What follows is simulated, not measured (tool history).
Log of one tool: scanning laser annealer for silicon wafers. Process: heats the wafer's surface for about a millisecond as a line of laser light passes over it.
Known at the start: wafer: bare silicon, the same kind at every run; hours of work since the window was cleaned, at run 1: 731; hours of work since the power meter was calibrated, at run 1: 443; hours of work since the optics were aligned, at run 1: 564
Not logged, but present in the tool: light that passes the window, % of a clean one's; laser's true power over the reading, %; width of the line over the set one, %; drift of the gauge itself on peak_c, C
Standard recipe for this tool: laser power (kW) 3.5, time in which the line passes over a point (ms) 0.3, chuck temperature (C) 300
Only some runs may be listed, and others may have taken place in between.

run	hour	laser power (kW)	time in which the line passes over a point (ms)	chuck temperature (C)	hours of work since the window was cleaned	hours of work since the power meter was calibrated	hours of work since the optics were aligned	highest temperature of the surface (C)
1	0	3.5	0.3	300	731	443	564	1043
2	37	3.5	0.3	300	749	461	582	1044
3	52.8	3.5	0.3	300	756	468	590	1039
4	78.4	3.5	0.3	300	769	481	602	1041
5	105.3	3.5	0.3	300	782	493	615	1038
6	141.6	3.5	0.3	267	799	511	632	1008
7	173	3.389	0.3	300	814	526	647	1010
# hour 177.6: window over the wafer cleaned
8	210.2	3.389	0.3	300	16	543	664	1021
9	241.3	3.5	0.348	300	31	558	679	1110
10	256.6	3.5	0.348	300	38	565	686	1105
11	290.7	3.702	0.237	312	54	581	703	1012
12	306.2	3.198	0.3	304	62	589	710	977
13	329.3	3.748	0.223	300	73	600	721	986

5 ways to go on from here, each from the tool as it stands after run 13. What would each give?
A	357.6	3.5	0.3	305	86	613	735	?
B	357.6	3.379	0.323	333	86	613	735	?
C	357.6	3.563	0.223	281	86	613	735	?
D	357.6	3.748	0.328	337	86	613	735	?
E	357.6	3.2	0.216	300	86	613	735	?

run	highest temperature of the surface (C)
A	1049
B	1080
C	930
D	1182
E	862
Stripped of hidden state, with their random variation kept, the same runs would have yielded:
run	highest temperature of the surface (C)
A	1070
B	1100
C	948
D	1205
E	877
